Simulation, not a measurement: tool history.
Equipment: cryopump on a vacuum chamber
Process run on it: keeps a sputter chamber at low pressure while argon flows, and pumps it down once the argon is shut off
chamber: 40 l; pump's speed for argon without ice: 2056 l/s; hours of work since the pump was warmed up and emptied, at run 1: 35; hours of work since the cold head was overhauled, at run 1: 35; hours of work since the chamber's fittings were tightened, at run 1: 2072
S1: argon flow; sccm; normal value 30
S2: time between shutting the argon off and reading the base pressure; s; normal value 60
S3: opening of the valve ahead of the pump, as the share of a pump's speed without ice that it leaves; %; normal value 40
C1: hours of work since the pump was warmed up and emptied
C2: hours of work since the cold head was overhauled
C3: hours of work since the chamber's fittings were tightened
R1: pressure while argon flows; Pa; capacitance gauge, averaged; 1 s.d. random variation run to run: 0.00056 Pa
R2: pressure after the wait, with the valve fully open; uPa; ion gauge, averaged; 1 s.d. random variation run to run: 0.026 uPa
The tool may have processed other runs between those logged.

run 1 day=0 | S1=30 S2=60 S3=40 | C1=35 C2=35 C3=2072 | R1=0.0617 R2=1.98
run 2 day=0.738 | S1=30 S2=60 S3=40 | C1=45 C2=45 C3=2082 | R1=0.0614 R2=2.02
run 3 day=1.508 | S1=30 S2=60 S3=40 | C1=55 C2=55 C3=2092 | R1=0.0621 R2=2.05
run 4 day=2.212 | S1=30 S2=37 S3=40 | C1=65 C2=65 C3=2102 | R1=0.063 R2=2.64
run 5 day=2.854 | S1=30 S2=37 S3=40 | C1=73 C2=73 C3=2110 | R1=0.063 R2=2.57
run 6 day=3.579 | S1=30 S2=117 S3=40 | C1=83 C2=83 C3=2120 | R1=0.0636 R2=1.61
run 7 day=4.262 | S1=30 S2=60 S3=40 | C1=92 C2=92 C3=2130 | R1=0.0638 R2=2.01
run 8 day=4.958 | S1=30 S2=60 S3=40 | C1=102 C2=102 C3=2139 | R1=0.0637 R2=2.04
run 9 day=5.671 | S1=30 S2=60 S3=40 | C1=111 C2=111 C3=2149 | R1=0.0629 R2=2.12
run 10 day=6.575 | S1=23 S2=60 S3=40 | C1=124 C2=124 C3=2161 | R1=0.0492 R2=2.06
run 11 day=7.592 | S1=23 S2=60 S3=40 | C1=137 C2=137 C3=2175 | R1=0.0488 R2=2.16
run 12 day=8.008 | S1=30 S2=60 S3=40 | C1=143 C2=143 C3=2180 | R1=0.0652 R2=2.12
run 13 day=8.612 | S1=30 S2=60 S3=41 | C1=151 C2=151 C3=2189 | R1=0.063 R2=2.2
run 14 day=9.075 | S1=49 S2=60 S3=41 | C1=158 C2=158 C3=2195 | R1=0.1032 R2=2.17
run 15 day=9.504 | S1=30 S2=25 S3=40 | C1=163 C2=163 C3=2201 | R1=0.0637 R2=3.39
run 16 day=10.421 | S1=30 S2=25 S3=40 | C1=176 C2=176 C3=2213 | R1=0.0653 R2=3.47
run 17 day=11.142 | S1=30 S2=60 S3=40 | C1=185 C2=185 C3=2223 | R1=0.066 R2=2.14
run 18 day=11.617 | S1=30 S2=25 S3=40 | C1=192 C2=192 C3=2229 | R1=0.0661 R2=3.35
run 19 day=12.442 | S1=30 S2=85 S3=40 | C1=203 C2=203 C3=2240 | R1=0.0654 R2=1.94
run 20 day=12.975 | S1=30 S2=42 S3=40 | C1=210 C2=210 C3=2248 | R1=0.0652 R2=2.6
run 21 day=13.658 | S1=30 S2=42 S3=40 | C1=220 C2=220 C3=2257 | R1=0.0659 R2=2.61
run 22 day=14.292 | S1=30 S2=42 S3=40 | C1=228 C2=228 C3=2265 | R1=0.0665 R2=2.65
run 23 day=15.1 | S1=33 S2=136 S3=16 | C1=239 C2=239 C3=2276 | R1=0.175 R2=1.76
run 24 day=15.888 | S1=33 S2=136 S3=16 | C1=250 C2=250 C3=2287 | R1=0.1754 R2=1.75
run 25 day=16.462 | S1=33 S2=136 S3=16 | C1=258 C2=258 C3=2295 | R1=0.1764 R2=1.77
run 26 day=17.15 | S1=54 S2=113 S3=31 | C1=267 C2=267 C3=2304 | R1=0.1526 R2=1.9
run 27 day=18.046 | S1=19 S2=56 S3=26 | C1=279 C2=279 C3=2316 | R1=0.0636 R2=2.45
run 28 day=18.804 | S1=19 S2=56 S3=26 | C1=289 C2=289 C3=2327 | R1=0.064 R2=2.38
run 29 day=19.512 | S1=54 S2=70 S3=23 | C1=299 C2=299 C3=2336 | R1=0.2046 R2=2.23
run 30 day=20.404 | S1=54 S2=70 S3=23 | C1=311 C2=311 C3=2348 | R1=0.2036 R2=2.26
run 31 day=21.229 | S1=54 S2=70 S3=23 | C1=322 C2=322 C3=2359 | R1=0.2054 R2=2.31
run 32 day=22.171 | S1=38 S2=60 S3=17 | C1=335 C2=335 C3=2372 | R1=0.193 R2=2.42
run 33 day=23.196 | S1=21 S2=150 S3=40 | C1=349 C2=349 C3=2386 | R1=0.0475 R2=1.94
run 34 day=24.146 | S1=21 S2=150 S3=40 | C1=362 C2=362 C3=2399 | R1=0.0483 R2=2.05

Branching from run 34: 4 alternative next runs. What would each branch give?
run A day=24.812 | S1=28 S2=78 S3=41 | C1=371 C2=371 C3=2408 | R1=? R2=?
run B day=24.812 | S1=30 S2=200 S3=19 | C1=371 C2=371 C3=2408 | R1=? R2=?
run C day=24.812 | S1=20 S2=34 S3=27 | C1=371 C2=371 C3=2408 | R1=? R2=?
run D day=24.812 | S1=21 S2=121 S3=28 | C1=371 C2=371 C3=2408 | R1=? R2=?

run=A R1=0.0641 R2=2.27
run=B R1=0.138 R2=1.87
run=C R1=0.0668 R2=3.18
run=D R1=0.0672 R2=2.09
Had the tool no hidden state, the same runs would have come out as:
run=A R1=0.0566 R2=0.84
run=B R1=0.13 R2=0.43
run=C R1=0.0614 R2=1.73
run=D R1=0.0616 R2=0.63
